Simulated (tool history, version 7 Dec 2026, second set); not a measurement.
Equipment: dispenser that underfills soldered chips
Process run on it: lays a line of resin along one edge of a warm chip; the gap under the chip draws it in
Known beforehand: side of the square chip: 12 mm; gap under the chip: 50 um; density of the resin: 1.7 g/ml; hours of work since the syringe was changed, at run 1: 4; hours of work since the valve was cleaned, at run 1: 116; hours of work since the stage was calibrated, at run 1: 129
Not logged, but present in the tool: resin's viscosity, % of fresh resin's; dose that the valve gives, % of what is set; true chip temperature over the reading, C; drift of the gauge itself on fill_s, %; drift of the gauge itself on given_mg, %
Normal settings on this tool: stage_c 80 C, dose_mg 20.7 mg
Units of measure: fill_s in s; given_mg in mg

run	day	stage_c	dose_mg	hours of work since the syringe was changed	hours of work since the valve was cleaned	hours of work since the stage was calibrated	fill_s	given_mg
1	0	80	20.7	4	116	129	54.6	19.28
# day 0.062: dispensing valve cleaned and set on the balance
# day 0.121: new syringe of resin
2	0.229	80	20.7	2	3	132	49.8	20.56
3	0.308	80	20.7	3	4	133	51.2	20.83
# day 0.425: new syringe of resin
4	0.462	80	17.8	1	7	136	47.2	17.72
5	0.654	80	17.8	4	11	140	56.2	17.77
# day 0.733: new syringe of resin
6	0.746	80	17.8	0	12	141	46.5	17.81
7	0.867	80	17.8	2	14	143	50.5	17.74
8	0.95	80	18.4	4	16	145	53.3	18.21
# day 1.042: new syringe of resin
9	1.096	80	18.4	1	18	147	47.4	18.1
10	1.267	80	18.4	4	22	151	54.6	18.07

Run 11, settings as shown, results not yet in. Your forecast:
# day 1.342: new syringe of resin
11	1.396	73	21.6	1	24	153	?	?

fill_s: 67.3 s
given_mg: 21.47 mg
Were there no unlogged condition in the tool, this run, its random variation unchanged, would have produced fill_s 62.7 s, given_mg 21.71 mg.
